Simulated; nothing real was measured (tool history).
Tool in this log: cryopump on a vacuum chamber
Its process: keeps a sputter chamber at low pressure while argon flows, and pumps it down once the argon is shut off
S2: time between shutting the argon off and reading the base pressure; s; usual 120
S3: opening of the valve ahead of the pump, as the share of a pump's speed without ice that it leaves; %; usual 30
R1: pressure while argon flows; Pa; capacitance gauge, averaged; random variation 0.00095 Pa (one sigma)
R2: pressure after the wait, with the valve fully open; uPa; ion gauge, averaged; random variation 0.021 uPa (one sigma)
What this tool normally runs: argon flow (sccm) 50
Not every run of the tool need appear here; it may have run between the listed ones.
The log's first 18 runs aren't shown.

{"run": 19, "hour": 636.0, "argon flow (sccm)": 59, "S2": 157, "S3": 23, "R1": 0.3299, "R2": 2.88}
{"run": 20, "hour": 663.3, "argon flow (sccm)": 46, "S2": 33, "S3": 53, "R1": 0.1198, "R2": 3.46}
{"run": 21, "hour": 690.8, "argon flow (sccm)": 91, "S2": 33, "S3": 43, "R1": 0.2892, "R2": 3.62}
{"run": 22, "hour": 720.5, "argon flow (sccm)": 43, "S2": 204, "S3": 30, "R1": 0.19, "R2": 3}
{"run": 23, "hour": 768.4, "argon flow (sccm)": 43, "S2": 204, "S3": 30, "R1": 0.1905, "R2": 3.05}
{"hour": 783.7, "done": "pump warmed up, emptied and cooled again"}
{"run": 24, "hour": 815.8, "argon flow (sccm)": 43, "S2": 204, "S3": 30, "R1": 0.1754, "R2": 2.35}
{"run": 25, "hour": 858.8, "argon flow (sccm)": 43, "S2": 204, "S3": 30, "R1": 0.1766, "R2": 2.49}
{"run": 26, "hour": 895.1, "argon flow (sccm)": 77, "S2": 83, "S3": 18, "R1": 0.5174, "R2": 2.67}
{"run": 27, "hour": 925.9, "argon flow (sccm)": 38, "S2": 33, "S3": 60, "R1": 0.0786, "R2": 3.12}
{"run": 28, "hour": 976.3, "argon flow (sccm)": 50, "S2": 42, "S3": 22, "R1": 0.2767, "R2": 3.15}
{"run": 29, "hour": 1024.7, "argon flow (sccm)": 50, "S2": 42, "S3": 22, "R1": 0.2808, "R2": 3.19}
{"run": 30, "hour": 1061.5, "argon flow (sccm)": 65, "S2": 268, "S3": 16, "R1": 0.4968, "R2": 2.78}
{"run": 31, "hour": 1093.0, "argon flow (sccm)": 50, "S2": 70, "S3": 30, "R1": 0.2086, "R2": 3.18}
{"run": 32, "hour": 1141.5, "argon flow (sccm)": 50, "S2": 70, "S3": 30, "R1": 0.2121, "R2": 3.17}
{"run": 33, "hour": 1175.4, "argon flow (sccm)": 43, "S2": 149, "S3": 45, "R1": 0.1232, "R2": 3.09}

Predict each of these 3 candidate next runs independently; none follows another, all start after run 33:
{"run": "A", "hour": 1199.3, "argon flow (sccm)": 50, "S2": 55, "S3": 30, "R1": "?", "R2": "?"}
{"run": "B", "hour": 1199.3, "argon flow (sccm)": 84, "S2": 158, "S3": 30, "R1": "?", "R2": "?"}
{"run": "C", "hour": 1199.3, "argon flow (sccm)": 23, "S2": 263, "S3": 51, "R1": "?", "R2": "?"}

run=A R1=0.2116 R2=3.38
run=B R1=0.3567 R2=3.13
run=C R1=0.0592 R2=3.07
Had the tool no hidden state, the same runs would have come out as:
run=A R1=0.2013 R2=0.65
run=B R1=0.3392 R2=0.35
run=C R1=0.0544 R2=0.29
